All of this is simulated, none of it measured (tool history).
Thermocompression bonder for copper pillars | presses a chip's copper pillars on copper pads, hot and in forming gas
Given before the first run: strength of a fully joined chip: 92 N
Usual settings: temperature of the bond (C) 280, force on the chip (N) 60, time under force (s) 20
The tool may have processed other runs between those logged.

run   hour  temperature of the bond (C)  force on the chip (N)  time under force (s)  force that shears a chip off (N)
  1      0                          280                     60                    20                              43.1
  2   16.7                          280                     60                    20                              43.5
  3     28                          280                     60                    20                              43.3
  4   40.2                          280                     60                    20                              43.7
  5   53.6                          280                     60                    20                              43.1
  6   62.4                          280                     60                    20                              43.4
  7   79.3                          280                     60                    20                                43
  8   92.4                          280                     60                    43                              55.3
      96.1  -- heater calibrated with a thermocouple chip
  9  102.3                          280                     60                    54                              59.6
 10  118.6                          280                     60                    29                              50.3
 11  127.6                          280                     60                    29                                50
 12  137.8                          274                     60                    29                              45.9
 13  149.4                          256                     41                    20                              25.1
       158  -- heater calibrated with a thermocouple chip, once more
 14  163.9                          256                     41                    20                              23.3
 15  171.5                          280                     60                    33                              49.1
 16  184.5                          280                     60                    33                              48.7
 17  198.9                          280                     61                    12                              34.7
 18  210.8                          279                     52                    12                              31.1
 19    225                          308                     85                    11                              54.3
 20  242.2                          309                     83                    27                              68.2

Each run again, without the hidden state but with its own random variation kept:
Unlogged tool condition in this case: true temperature of the bond over the reading, C; force that reaches the chip, % of what is set; oxide that the forming gas leaves, % of the face; drift of the gauge itself on shear_n, %.
run  force that shears a chip off (N)
  1                              40.9
  2                              41.3
  3                              41.1
  4                              41.6
  5                                41
  6                              41.3
  7                              40.9
  8                              53.2
  9                              56.6
 10                              47.1
 11                                47
 12                              42.9
 13                              22.9
 14                              22.8
 15                              48.7
 16                              48.3
 17                              34.2
 18                              30.6
 19                              54.2
 20                              68.9
